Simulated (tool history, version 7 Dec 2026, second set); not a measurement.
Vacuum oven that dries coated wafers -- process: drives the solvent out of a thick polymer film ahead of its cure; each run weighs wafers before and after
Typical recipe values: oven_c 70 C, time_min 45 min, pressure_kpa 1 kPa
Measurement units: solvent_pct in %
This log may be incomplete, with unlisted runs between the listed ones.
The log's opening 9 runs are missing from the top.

| run | hour | oven_c | time_min | pressure_kpa | solvent_pct |
|---|---|---|---|---|---|
| 10 | 215.9 | 70 | 25 | 1 | 7.7 |
| 11 | 246.4 | 70 | 45 | 1 | 4.73 |
| 12 | 263 | 70 | 45 | 1 | 4.7 |
| 13 | 285.7 | 70 | 45 | 1 | 4.77 |
| 14 | 313.5 | 70 | 45 | 2.08 | 6.16 |
| 15 | 347.9 | 70 | 66 | 2.08 | 4.86 |
| 16 | 367.3 | 70 | 66 | 2.08 | 4.95 |
| 17 | 392.5 | 70 | 66 | 2.08 | 4.99 |
| 18 | 409.2 | 70 | 45 | 0.51 | 4.11 |
| 19 | 444.2 | 70 | 45 | 0.51 | 4.05 |
| 20 | 480 | 70 | 79 | 0.51 | 2.1 |
| 21 | 510.8 | 70 | 34 | 1.15 | 6.23 |
|  | 514.3 | vacuum gauge cleaned of residue and calibrated |
| 22 | 541.3 | 59 | 23 | 1.12 | 12.46 |
| 23 | 557.8 | 81 | 67 | 0.77 | 1.4 |
| 24 | 588.1 | 70 | 47 | 1 | 4.73 |
| 25 | 611.1 | 70 | 47 | 1 | 4.67 |
| 26 | 628.4 | 70 | 57 | 1.9 | 5.24 |
|  | 656.4 | vacuum gauge cleaned of residue and calibrated, once more |
| 27 | 664.4 | 70 | 57 | 1.9 | 4.39 |
| 28 | 687.4 | 68 | 46 | 2.09 | 6.16 |
| 29 | 717.2 | 70 | 75 | 1.29 | 2.74 |
| 30 | 737 | 70 | 75 | 1.29 | 2.78 |
| 31 | 753.8 | 70 | 75 | 1.24 | 2.64 |
| 32 | 786.6 | 71 | 46 | 1 | 3.69 |

Estimate the outcome of run 33 from the log above:
| 33 | 807.4 | 71 | 41 | 0.58 | ? |

solvent_pct: 3.65 %
Take away the tool's hidden state, keep the run-to-run variation as it was, and the same run would have given solvent_pct 4.05 %.
